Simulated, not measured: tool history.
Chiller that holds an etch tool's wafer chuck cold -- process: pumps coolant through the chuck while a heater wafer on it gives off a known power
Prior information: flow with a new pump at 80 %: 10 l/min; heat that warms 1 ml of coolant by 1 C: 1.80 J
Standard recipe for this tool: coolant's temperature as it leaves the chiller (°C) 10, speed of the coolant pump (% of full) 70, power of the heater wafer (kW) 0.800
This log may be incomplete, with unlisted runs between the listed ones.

run    hour  coolant's temperature as it leaves the chiller (°C)  speed of the coolant pump (% of full)  power of the heater wafer (kW)  chuck's temperature once it has settled (°C)  how much warmer the coolant comes back (C)
  1     0.0                                                   10                                     70                           0.800                                         17.02                                        3.11
  2    46.4                                                   10                                     70                           0.800                                         16.99                                        3.06
  3    68.5                                                   10                                     70                           0.800                                         17.23                                        3.09
  4   115.2                                                    2                                     70                           0.800                                          9.02                                        3.07
  5   161.7                                                    2                                     93                           0.800                                          7.34                                        2.30
  6   182.6                                                    2                                     93                           0.800                                          7.45                                        2.24
  7   206.5                                                   10                                     70                           0.800                                         17.01                                        3.09
  8   235.6                                                   10                                     70                           0.800                                         17.04                                        3.08
      241.1  -- chiller's thermometer calibrated
  9   258.7                                                   10                                     70                           0.800                                         17.06                                        3.11
 10   308.8                                                   10                                     70                           0.745                                         16.39                                        2.86
 11   334.9                                                   10                                     69                           0.800                                         17.03                                        3.17
 12   369.7                                                   10                                     69                           0.800                                         17.12                                        3.15
 13   420.0                                                   10                                     69                           0.800                                         17.13                                        3.14
 14   461.7                                                   10                                     70                           0.800                                         17.02                                        3.12
 15   483.1                                                   10                                     70                           0.800                                         17.06                                        3.12
 16   526.4                                                   10                                     70                           0.800                                         17.00                                        3.12
 17   552.7                                                   11                                     70                           0.800                                         18.02                                        3.09
 18   576.3                                                   10                                     88                           0.840                                         15.98                                        2.49
 19   602.6                                                   10                                     70                           0.650                                         15.61                                        2.53
 20   649.8                                                    6                                     82                           0.844                                         12.42                                        2.81
 21   680.2                                                    3                                     91                           0.949                                          9.47                                        2.75
 22   700.8                                                    2                                     70                           0.473                                          6.25                                        1.80
 23   748.6                                                   14                                     78                           1.195                                         23.54                                        4.10
 24   773.4                                                    4                                     71                           1.195                                         14.27                                        4.56
 25   794.7                                                    0                                     70                           0.570                                          5.07                                        2.20
 26   830.3                                                    1                                     99                           0.535                                          4.47                                        1.41
 27   862.8                                                    1                                     67                           0.692                                          7.46                                        2.75
 28   894.4                                                    1                                     67                           0.798                                          8.28                                        3.22
 29   928.9                                                    1                                     67                           0.798                                          8.34                                        3.23
 30   977.6                                                    0                                     70                           0.566                                          4.95                                        2.20
 31  1005.0                                                    0                                     70                           0.566                                          5.13                                        2.19
 32  1050.4                                                    0                                     70                           0.566                                          5.05                                        2.20

Alternative continuations, all from the tool just after run 32; predict every row:
  A  1080.9                                                    2                                     78                           0.625                                             ?                                           ?
  B  1080.9                                                    6                                     84                           0.585                                             ?                                           ?
  C  1080.9                                                   10                                     70                           1.081                                             ?                                           ?
  D  1080.9                                                   10                                     70                           0.725                                             ?                                           ?

run  chuck's temperature once it has settled (°C)  how much warmer the coolant comes back (C)
  A                                          7.08                                        2.15
  B                                         10.26                                        1.84
  C                                         19.41                                        4.17
  D                                         16.49                                        2.81
Without the tool's unlogged condition, the same runs would have read:
run  chuck's temperature once it has settled (°C)  how much warmer the coolant comes back (C)
  A                                          7.08                                        2.15
  B                                         10.26                                        1.84
  C                                         19.40                                        4.16
  D                                         16.48                                        2.80
